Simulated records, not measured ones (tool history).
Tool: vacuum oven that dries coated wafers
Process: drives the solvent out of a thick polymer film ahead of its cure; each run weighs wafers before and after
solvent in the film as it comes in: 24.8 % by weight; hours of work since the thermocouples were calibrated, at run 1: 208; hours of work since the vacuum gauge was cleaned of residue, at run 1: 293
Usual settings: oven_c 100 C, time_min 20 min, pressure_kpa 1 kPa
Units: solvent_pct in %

run    day  oven_c  time_min  pressure_kpa  hours of work since the thermocouples were calibrated  hours of work since the vacuum gauge was cleaned of residue  solvent_pct
  1      0     100        20             1                                                    208                                                          293         3.09
  2  0.454     100        20             1                                                    214                                                          299         3.08
  3  0.817     100        20             1                                                    219                                                          304         3.07
  4  1.138     100        20          3.85                                                    223                                                          308         4.22
  5  1.567     100        20             1                                                    229                                                          314         3.07
  6  2.108     100        20             1                                                    236                                                          321         3.07
  7    2.4      85        20          0.61                                                    239                                                          324         7.38
  8  3.058      85        16          0.61                                                    248                                                          333         8.98
  9  3.396     100        15             1                                                    253                                                          338         4.78
 10  3.758     100        15             1                                                    257                                                          342         4.78

Forecast each of these 5 alternatives for the next run:
  A  4.188      94        20             1                                                    263                                                          348            ?
  B  4.188     100        11          0.58                                                    263                                                          348            ?
  C  4.188     100        14          1.72                                                    263                                                          348            ?
  D  4.188     100        32          3.89                                                    263                                                          348            ?
  E  4.188      98        15          0.59                                                    263                                                          348            ?

run  solvent_pct
  A         4.64
  B         6.77
  C          5.5
  D         2.51
  E         5.22
Without the tool's hidden state the same runs would have given:
run  solvent_pct
  A         4.61
  B         6.76
  C         5.49
  D         2.48
  E          5.2
